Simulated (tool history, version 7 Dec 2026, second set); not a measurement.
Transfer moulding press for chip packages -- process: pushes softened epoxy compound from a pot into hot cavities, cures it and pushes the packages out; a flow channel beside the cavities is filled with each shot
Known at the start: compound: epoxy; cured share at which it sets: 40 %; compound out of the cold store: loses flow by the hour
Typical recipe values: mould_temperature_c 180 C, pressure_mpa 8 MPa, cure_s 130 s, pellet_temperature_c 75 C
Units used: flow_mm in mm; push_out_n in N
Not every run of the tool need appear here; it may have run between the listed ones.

run,hour,mould_temperature_c,pressure_mpa,cure_s,pellet_temperature_c,incoming compound's hours out of the cold store,flow_mm,push_out_n
1,0,180,8,130,75,46.7,745,297
# hour 43.6: cavities cleaned with cleaning compound and waxed
2,63.8,178,8,130,75,21.3,847,325
# hour 93.6: cavities cleaned with cleaning compound and waxed
3,103.7,176,8,130,75,30.7,802,323
# hour 147.1: cavities cleaned with cleaning compound and waxed
# hour 153: mould's thermocouples calibrated
4,186.3,176,8,130,75,19.6,857,399
# hour 198.9: cavities cleaned with cleaning compound and waxed
# hour 247.7: cavities cleaned with cleaning compound and waxed
5,248.7,180,8,169,75,44.8,743,245
# hour 299.3: cavities cleaned with cleaning compound and waxed
6,329.5,180,8,110,75,19.7,819,406
# hour 350: cavities cleaned with cleaning compound and waxed
# hour 400.5: cavities cleaned with cleaning compound and waxed
7,405,180,8,110,75,20.6,799,322
8,440.9,180,8,110,75,33.2,737,413
# hour 455.9: cavities cleaned with cleaning compound and waxed
9,478.7,180,8,110,75,9.4,835,410
# hour 504.4: cavities cleaned with cleaning compound and waxed
10,516.7,180,8,130,75,39.9,703,294
# hour 556: cavities cleaned with cleaning compound and waxed
11,588.5,180,8.21,130,75,44.6,690,375
# hour 610.4: plunger's sealing rings changed
# hour 611.9: cavities cleaned with cleaning compound and waxed
12,647.7,180,8.21,130,75,31.4,807,365
# hour 661.8: cavities cleaned with cleaning compound and waxed
# hour 676.6: mould's thermocouples calibrated
# hour 715.7: cavities cleaned with cleaning compound and waxed
13,723.5,180,8,130,75,25.2,826,293
# hour 763.7: cavities cleaned with cleaning compound and waxed
14,796.1,180,8,130,75,40.5,762,370
# hour 813.3: cavities cleaned with cleaning compound and waxed
# hour 861.7: cavities cleaned with cleaning compound and waxed
15,874,180,8,130,75,37.4,746,303
# hour 915.4: cavities cleaned with cleaning compound and waxed
16,928.1,180,9.05,130,75,24.8,852,305
# hour 966.2: cavities cleaned with cleaning compound and waxed
17,972.9,180,9.05,144,75,8.4,935,281
# hour 1018.3: cavities cleaned with cleaning compound and waxed
18,1044.8,180,9.05,144,75,43.9,737,330
# hour 1067.4: cavities cleaned with cleaning compound and waxed
19,1110.1,187,8,130,81,25.1,764,362
# hour 1118.8: cavities cleaned with cleaning compound and waxed
# hour 1170.8: cavities cleaned with cleaning compound and waxed
20,1172.2,180,7.04,130,66,18.3,764,265
# hour 1200.6: mould's thermocouples calibrated
# hour 1225.7: cavities cleaned with cleaning compound and waxed
# hour 1232.1: plunger's sealing rings changed
21,1249.6,174,7.46,140,85,22.1,840,374

For run 22, what comes out?
# hour 1276.6: cavities cleaned with cleaning compound and waxed
22,1287.4,183,6.36,130,75,25.2,?,?

{"run 22": {"flow_mm": 737, "push_out_n": 275}}
Without the tool's hidden state the same run would have given flow_mm 745 mm, push_out_n 238 N.
